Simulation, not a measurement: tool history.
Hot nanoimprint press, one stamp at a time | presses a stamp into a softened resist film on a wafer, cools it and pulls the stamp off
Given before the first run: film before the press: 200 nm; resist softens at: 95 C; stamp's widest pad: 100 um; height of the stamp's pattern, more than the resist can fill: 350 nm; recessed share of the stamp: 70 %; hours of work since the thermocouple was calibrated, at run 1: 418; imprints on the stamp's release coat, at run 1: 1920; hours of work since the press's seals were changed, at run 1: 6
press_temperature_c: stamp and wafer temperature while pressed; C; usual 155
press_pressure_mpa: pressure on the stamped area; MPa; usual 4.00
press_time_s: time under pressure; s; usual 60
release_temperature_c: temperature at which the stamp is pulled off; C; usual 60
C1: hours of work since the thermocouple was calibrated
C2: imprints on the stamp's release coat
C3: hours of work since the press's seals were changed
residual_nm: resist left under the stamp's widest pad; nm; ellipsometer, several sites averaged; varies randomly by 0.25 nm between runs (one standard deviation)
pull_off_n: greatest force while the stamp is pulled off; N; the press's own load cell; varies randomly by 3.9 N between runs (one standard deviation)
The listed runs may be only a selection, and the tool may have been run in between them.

run 1 hour=0.0 | press_temperature_c=155 press_pressure_mpa=4.00 press_time_s=60 release_temperature_c=60 | C1=418 C2=1920 C3=6 | residual_nm=116.0 pull_off_n=194
run 2 hour=19.2 | press_temperature_c=155 press_pressure_mpa=4.00 press_time_s=60 release_temperature_c=60 | C1=426 C2=1975 C3=14 | residual_nm=116.0 pull_off_n=199
run 3 hour=34.7 | press_temperature_c=155 press_pressure_mpa=4.00 press_time_s=60 release_temperature_c=60 | C1=432 C2=2019 C3=20 | residual_nm=115.9 pull_off_n=186
-- hour=42.1 stamp cleaned and given a new release coat
run 4 hour=62.1 | press_temperature_c=155 press_pressure_mpa=4.00 press_time_s=68 release_temperature_c=60 | C1=441 C2=57 C3=29 | residual_nm=111.2 pull_off_n=186
run 5 hour=83.5 | press_temperature_c=144 press_pressure_mpa=4.00 press_time_s=60 release_temperature_c=60 | C1=449 C2=119 C3=37 | residual_nm=150.8 pull_off_n=193
run 6 hour=109.9 | press_temperature_c=153 press_pressure_mpa=4.00 press_time_s=60 release_temperature_c=60 | C1=460 C2=194 C3=48 | residual_nm=121.8 pull_off_n=189
run 7 hour=131.8 | press_temperature_c=155 press_pressure_mpa=4.00 press_time_s=33 release_temperature_c=60 | C1=469 C2=257 C3=57 | residual_nm=136.3 pull_off_n=184
run 8 hour=155.9 | press_temperature_c=155 press_pressure_mpa=4.00 press_time_s=33 release_temperature_c=60 | C1=478 C2=326 C3=66 | residual_nm=136.5 pull_off_n=192
run 9 hour=170.4 | press_temperature_c=155 press_pressure_mpa=4.00 press_time_s=33 release_temperature_c=60 | C1=484 C2=367 C3=72 | residual_nm=136.3 pull_off_n=179
-- hour=186.3 plate thermocouple calibrated
run 10 hour=190.0 | press_temperature_c=155 press_pressure_mpa=4.00 press_time_s=60 release_temperature_c=60 | C1=1 C2=414 C3=79 | residual_nm=115.2 pull_off_n=183
run 11 hour=211.9 | press_temperature_c=155 press_pressure_mpa=4.00 press_time_s=36 release_temperature_c=60 | C1=10 C2=477 C3=87 | residual_nm=133.0 pull_off_n=196
run 12 hour=223.2 | press_temperature_c=155 press_pressure_mpa=4.00 press_time_s=36 release_temperature_c=60 | C1=15 C2=509 C3=92 | residual_nm=132.8 pull_off_n=184
run 13 hour=241.8 | press_temperature_c=155 press_pressure_mpa=4.00 press_time_s=36 release_temperature_c=61 | C1=22 C2=563 C3=99 | residual_nm=132.3 pull_off_n=183
run 14 hour=260.1 | press_temperature_c=155 press_pressure_mpa=4.00 press_time_s=36 release_temperature_c=61 | C1=30 C2=615 C3=107 | residual_nm=133.0 pull_off_n=181
run 15 hour=271.8 | press_temperature_c=155 press_pressure_mpa=4.00 press_time_s=36 release_temperature_c=61 | C1=34 C2=648 C3=111 | residual_nm=133.0 pull_off_n=185
run 16 hour=286.0 | press_temperature_c=148 press_pressure_mpa=4.90 press_time_s=60 release_temperature_c=55 | C1=40 C2=689 C3=117 | residual_nm=126.5 pull_off_n=215
run 17 hour=311.3 | press_temperature_c=147 press_pressure_mpa=4.90 press_time_s=61 release_temperature_c=46 | C1=50 C2=761 C3=127 | residual_nm=129.7 pull_off_n=258
run 18 hour=334.0 | press_temperature_c=164 press_pressure_mpa=3.58 press_time_s=98 release_temperature_c=46 | C1=59 C2=826 C3=136 | residual_nm=79.8 pull_off_n=248
run 19 hour=356.0 | press_temperature_c=155 press_pressure_mpa=3.60 press_time_s=60 release_temperature_c=60 | C1=68 C2=889 C3=145 | residual_nm=119.6 pull_off_n=186
run 20 hour=371.2 | press_temperature_c=155 press_pressure_mpa=3.51 press_time_s=34 release_temperature_c=60 | C1=74 C2=933 C3=151 | residual_nm=139.8 pull_off_n=187
run 21 hour=387.4 | press_temperature_c=155 press_pressure_mpa=3.51 press_time_s=34 release_temperature_c=60 | C1=81 C2=979 C3=158 | residual_nm=140.1 pull_off_n=188
run 22 hour=399.9 | press_temperature_c=146 press_pressure_mpa=3.17 press_time_s=60 release_temperature_c=61 | C1=86 C2=1015 C3=163 | residual_nm=152.2 pull_off_n=189
run 23 hour=418.9 | press_temperature_c=157 press_pressure_mpa=4.00 press_time_s=104 release_temperature_c=60 | C1=93 C2=1069 C3=170 | residual_nm=90.4 pull_off_n=186
run 24 hour=435.0 | press_temperature_c=157 press_pressure_mpa=4.00 press_time_s=104 release_temperature_c=60 | C1=100 C2=1115 C3=177 | residual_nm=90.2 pull_off_n=188
-- hour=438.5 gauge calibrated
run 25 hour=458.4 | press_temperature_c=155 press_pressure_mpa=4.00 press_time_s=34 release_temperature_c=60 | C1=109 C2=1182 C3=186 | residual_nm=136.1 pull_off_n=191
run 26 hour=478.9 | press_temperature_c=155 press_pressure_mpa=4.35 press_time_s=34 release_temperature_c=55 | C1=117 C2=1240 C3=194 | residual_nm=132.4 pull_off_n=213
run 27 hour=504.5 | press_temperature_c=151 press_pressure_mpa=4.23 press_time_s=34 release_temperature_c=48 | C1=127 C2=1314 C3=205 | residual_nm=144.7 pull_off_n=245
run 28 hour=528.0 | press_temperature_c=155 press_pressure_mpa=4.00 press_time_s=54 release_temperature_c=60 | C1=137 C2=1381 C3=214 | residual_nm=119.9 pull_off_n=182

The next listed run, before its measurement:
run 29 hour=548.1 | press_temperature_c=155 press_pressure_mpa=4.00 press_time_s=31 release_temperature_c=58 | C1=145 C2=1438 C3=222 | residual_nm=? pull_off_n=?

residual_nm: 138.6 nm
pull_off_n: 203 N
Without the tool's hidden state the same run would have given residual_nm 139.3 nm, pull_off_n 201 N.

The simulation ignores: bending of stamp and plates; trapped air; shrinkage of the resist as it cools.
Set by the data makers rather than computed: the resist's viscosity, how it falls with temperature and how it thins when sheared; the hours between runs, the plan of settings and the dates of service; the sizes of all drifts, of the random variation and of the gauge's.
